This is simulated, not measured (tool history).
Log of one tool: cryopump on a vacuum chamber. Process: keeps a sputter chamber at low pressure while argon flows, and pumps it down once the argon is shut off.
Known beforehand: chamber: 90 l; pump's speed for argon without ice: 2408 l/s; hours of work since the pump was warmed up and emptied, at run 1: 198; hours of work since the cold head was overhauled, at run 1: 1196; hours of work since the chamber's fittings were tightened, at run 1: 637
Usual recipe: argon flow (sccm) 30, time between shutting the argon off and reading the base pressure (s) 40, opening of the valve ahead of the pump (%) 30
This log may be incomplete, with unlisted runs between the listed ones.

run    hour  argon flow (sccm)  time between shutting the argon off and reading the base pressure (s)  opening of the valve ahead of the pump (%)  hours of work since the pump was warmed up and emptied  hours of work since the cold head was overhauled  hours of work since the chamber's fittings were tightened  pressure while argon flows (Pa)  pressure after the wait (uPa)
  1     0.0                 30                                                                     40                                          30                                                     198                                              1196                                                        637                           0.0710                           2.03
  2    32.0                 30                                                                     40                                          30                                                     225                                              1222                                                        663                           0.0712                           2.05
  3    74.8                 30                                                                     40                                          30                                                     260                                              1257                                                        698                           0.0718                           2.09
  4   105.8                 30                                                                     51                                          30                                                     285                                              1283                                                        723                           0.0728                           1.93
  5   130.1                 30                                                                     51                                          30                                                     305                                              1303                                                        743                           0.0725                           1.91
  6   168.7                 30                                                                     51                                          30                                                     336                                              1334                                                        775                           0.0725                           1.90
  7   191.9                 30                                                                     51                                          30                                                     355                                              1353                                                        794                           0.0726                           1.95
  8   213.4                 22                                                                     40                                          30                                                     373                                              1371                                                        811                           0.0533                           2.16
  9   244.9                 30                                                                     40                                          30                                                     398                                              1396                                                        837                           0.0722                           2.29
 10   271.6                 30                                                                     40                                          30                                                     420                                              1418                                                        859                           0.0728                           2.34
 11   313.8                 30                                                                     40                                          30                                                     455                                              1453                                                        893                           0.0731                           2.28
 12   350.2                 30                                                                     40                                          30                                                     484                                              1482                                                        923                           0.0727                           2.38
 13   385.8                 30                                                                    266                                          30                                                     513                                              1511                                                        952                           0.0736                           1.47
 14   413.4                 30                                                                    266                                          30                                                     536                                              1534                                                        975                           0.0721                           1.48
 15   432.2                 30                                                                    266                                          30                                                     551                                              1549                                                        990                           0.0735                           1.52
 16   458.2                 30                                                                     40                                          30                                                     573                                              1570                                                       1011                           0.0736                           2.54
 17   488.6                 30                                                                     40                                          30                                                     597                                              1595                                                       1036                           0.0733                           2.64
 18   523.9                 50                                                                     88                                          33                                                     626                                              1624                                                       1065                           0.1112                           2.00
 19   566.4                 50                                                                     88                                          33                                                     661                                              1659                                                       1099                           0.1129                           1.98
 20   607.1                 13                                                                     40                                          30                                                     694                                              1692                                                       1133                           0.0334                           2.71
 21   650.3                 44                                                                     40                                          30                                                     729                                              1727                                                       1168                           0.1081                           2.70
 22   689.4                 44                                                                     40                                          30                                                     761                                              1759                                                       1200                           0.1100                           2.86
 23   709.0                 44                                                                     40                                          30                                                     777                                              1775                                                       1216                           0.1098                           2.88
 24   728.4                 14                                                                     44                                          30                                                     793                                              1791                                                       1232                           0.0345                           2.85
 25   746.7                 47                                                                     44                                          36                                                     808                                              1806                                                       1247                           0.0998                           2.74
 26   768.3                 15                                                                    172                                          21                                                     826                                              1824                                                       1264                           0.0531                           2.03
 27   796.1                 15                                                                    172                                          21                                                     848                                              1846                                                       1287                           0.0520                           2.13
 28   826.9                 24                                                                     31                                          30                                                     874                                              1872                                                       1312                           0.0594                           3.38
 29   866.6                 28                                                                     59                                          25                                                     906                                              1904                                                       1345                           0.0832                           2.67
 30   907.6                 48                                                                     92                                          42                                                     939                                              1937                                                       1378                           0.0896                           2.40
      940.4  -- pump warmed up, emptied and cooled again
 31   940.5                 48                                                                     92                                          46                                                       0                                              1960                                                       1401                           0.0734                           2.09
      946.0  -- leaking fittings of the chamber tightened, without venting
 32   968.6                 48                                                                     92                                          46                                                      21                                              1981                                                         19                           0.0743                           0.68
 33  1004.5                 36                                                                    152                                          57                                                      51                                              2011                                                         48                           0.0452                           0.47

What if the next run were any one of these 4? Each begins from the tool's condition after run 33:
  A  1040.0                 36                                                                     20                                          38                                                      80                                              2040                                                         77                                ?                              ?
  B  1040.0                 29                                                                     79                                          57                                                      80                                              2040                                                         77                                ?                              ?
  C  1040.0                 36                                                                     51                                          57                                                      80                                              2040                                                         77                                ?                              ?
  D  1040.0                 29                                                                     40                                          17                                                      80                                              2040                                                         77                                ?                              ?

run  pressure while argon flows (Pa)  pressure after the wait (uPa)
  A                           0.0676                           2.57
  B                           0.0364                           0.82
  C                           0.0450                           1.15
  D                           0.1201                           1.42
With the hidden condition removed and each run's random variation left untouched, the same runs would have given:
run  pressure while argon flows (Pa)  pressure after the wait (uPa)
  A                           0.0667                           2.47
  B                           0.0356                           0.71
  C                           0.0441                           1.05
  D                           0.1194                           1.31
